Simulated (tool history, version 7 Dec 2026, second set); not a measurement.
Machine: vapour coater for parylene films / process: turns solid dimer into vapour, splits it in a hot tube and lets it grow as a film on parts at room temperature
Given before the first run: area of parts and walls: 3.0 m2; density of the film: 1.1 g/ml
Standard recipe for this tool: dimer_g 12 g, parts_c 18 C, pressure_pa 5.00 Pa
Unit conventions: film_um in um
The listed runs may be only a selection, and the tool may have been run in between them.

run 1 hour=0.0 | dimer_g=12 parts_c=18 pressure_pa=5.00 | film_um=1.84
run 2 hour=50.0 | dimer_g=12 parts_c=18 pressure_pa=5.00 | film_um=1.81
run 3 hour=88.3 | dimer_g=12 parts_c=18 pressure_pa=5.00 | film_um=1.79
run 4 hour=144.5 | dimer_g=12 parts_c=18 pressure_pa=5.00 | film_um=1.76
run 5 hour=211.9 | dimer_g=12 parts_c=18 pressure_pa=5.00 | film_um=1.75
run 6 hour=266.8 | dimer_g=12 parts_c=18 pressure_pa=5.00 | film_um=1.78
run 7 hour=340.5 | dimer_g=12 parts_c=18 pressure_pa=5.00 | film_um=1.73
-- hour=382.6 trap's valve overhauled
run 8 hour=395.9 | dimer_g=12 parts_c=28 pressure_pa=5.00 | film_um=1.48
run 9 hour=452.5 | dimer_g=12 parts_c=28 pressure_pa=5.00 | film_um=1.49
run 10 hour=484.3 | dimer_g=12 parts_c=27 pressure_pa=5.00 | film_um=1.49
run 11 hour=556.0 | dimer_g=12 parts_c=27 pressure_pa=5.00 | film_um=1.48
run 12 hour=596.8 | dimer_g=12 parts_c=27 pressure_pa=5.00 | film_um=1.49
run 13 hour=628.8 | dimer_g=12 parts_c=22 pressure_pa=5.00 | film_um=1.63
run 14 hour=684.0 | dimer_g=12 parts_c=18 pressure_pa=2.68 | film_um=1.96
run 15 hour=740.2 | dimer_g=12 parts_c=18 pressure_pa=5.00 | film_um=1.78
run 16 hour=771.7 | dimer_g=12 parts_c=18 pressure_pa=5.00 | film_um=1.78
run 17 hour=808.2 | dimer_g=12 parts_c=14 pressure_pa=5.00 | film_um=1.91
run 18 hour=853.7 | dimer_g=12 parts_c=18 pressure_pa=5.00 | film_um=1.72
run 19 hour=896.0 | dimer_g=12 parts_c=18 pressure_pa=5.00 | film_um=1.73
-- hour=934.3 trap's valve overhauled
run 20 hour=941.8 | dimer_g=12 parts_c=18 pressure_pa=5.00 | film_um=1.86
run 21 hour=972.0 | dimer_g=12 parts_c=18 pressure_pa=5.00 | film_um=1.84
run 22 hour=1019.8 | dimer_g=12 parts_c=18 pressure_pa=5.00 | film_um=1.85
run 23 hour=1084.4 | dimer_g=12 parts_c=18 pressure_pa=5.00 | film_um=1.80
run 24 hour=1124.4 | dimer_g=8 parts_c=18 pressure_pa=5.00 | film_um=1.19
run 25 hour=1193.6 | dimer_g=6 parts_c=11 pressure_pa=8.41 | film_um=0.96
run 26 hour=1252.0 | dimer_g=6 parts_c=11 pressure_pa=8.41 | film_um=0.97
run 27 hour=1325.5 | dimer_g=9 parts_c=11 pressure_pa=5.36 | film_um=1.54
run 28 hour=1396.4 | dimer_g=11 parts_c=14 pressure_pa=5.96 | film_um=1.70
run 29 hour=1431.5 | dimer_g=10 parts_c=10 pressure_pa=3.41 | film_um=1.83
-- hour=1490.4 trap's valve overhauled
run 30 hour=1507.3 | dimer_g=10 parts_c=10 pressure_pa=3.41 | film_um=1.97
run 31 hour=1573.3 | dimer_g=14 parts_c=25 pressure_pa=6.90 | film_um=1.74
run 32 hour=1612.6 | dimer_g=16 parts_c=18 pressure_pa=5.73 | film_um=2.39
run 33 hour=1657.8 | dimer_g=12 parts_c=18 pressure_pa=2.40 | film_um=2.09
run 34 hour=1698.1 | dimer_g=9 parts_c=25 pressure_pa=10.20 | film_um=1.04
run 35 hour=1765.3 | dimer_g=12 parts_c=11 pressure_pa=2.65 | film_um=2.35
run 36 hour=1837.3 | dimer_g=6 parts_c=14 pressure_pa=2.56 | film_um=1.06
run 37 hour=1883.5 | dimer_g=6 parts_c=14 pressure_pa=2.56 | film_um=1.06
run 38 hour=1931.0 | dimer_g=14 parts_c=18 pressure_pa=3.55 | film_um=2.17
run 39 hour=1963.3 | dimer_g=16 parts_c=18 pressure_pa=5.28 | film_um=2.34
run 40 hour=2001.7 | dimer_g=6 parts_c=30 pressure_pa=2.53 | film_um=0.75
-- hour=2046.8 trap's valve overhauled
run 41 hour=2064.2 | dimer_g=6 parts_c=21 pressure_pa=10.79 | film_um=0.76
run 42 hour=2121.8 | dimer_g=6 parts_c=21 pressure_pa=10.79 | film_um=0.77
run 43 hour=2177.1 | dimer_g=6 parts_c=21 pressure_pa=10.79 | film_um=0.76
run 44 hour=2227.5 | dimer_g=6 parts_c=29 pressure_pa=5.21 | film_um=0.71
-- hour=2263.2 table's thermometer calibrated
run 45 hour=2288.4 | dimer_g=6 parts_c=29 pressure_pa=5.21 | film_um=0.73
run 46 hour=2337.1 | dimer_g=5 parts_c=11 pressure_pa=2.82 | film_um=0.96

Forecast each of these 4 alternatives for the next run:
run A hour=2408.1 | dimer_g=14 parts_c=23 pressure_pa=10.58 | film_um=?
run B hour=2408.1 | dimer_g=5 parts_c=23 pressure_pa=5.00 | film_um=?
run C hour=2408.1 | dimer_g=6 parts_c=11 pressure_pa=2.82 | film_um=?
run D hour=2408.1 | dimer_g=7 parts_c=11 pressure_pa=2.82 | film_um=?

run=A film_um=1.64
run=B film_um=0.66
run=C film_um=1.12
run=D film_um=1.31
With the hidden condition removed and each run's random variation left untouched, the same runs would have given:
run=A film_um=1.72
run=B film_um=0.69
run=C film_um=1.17
run=D film_um=1.37

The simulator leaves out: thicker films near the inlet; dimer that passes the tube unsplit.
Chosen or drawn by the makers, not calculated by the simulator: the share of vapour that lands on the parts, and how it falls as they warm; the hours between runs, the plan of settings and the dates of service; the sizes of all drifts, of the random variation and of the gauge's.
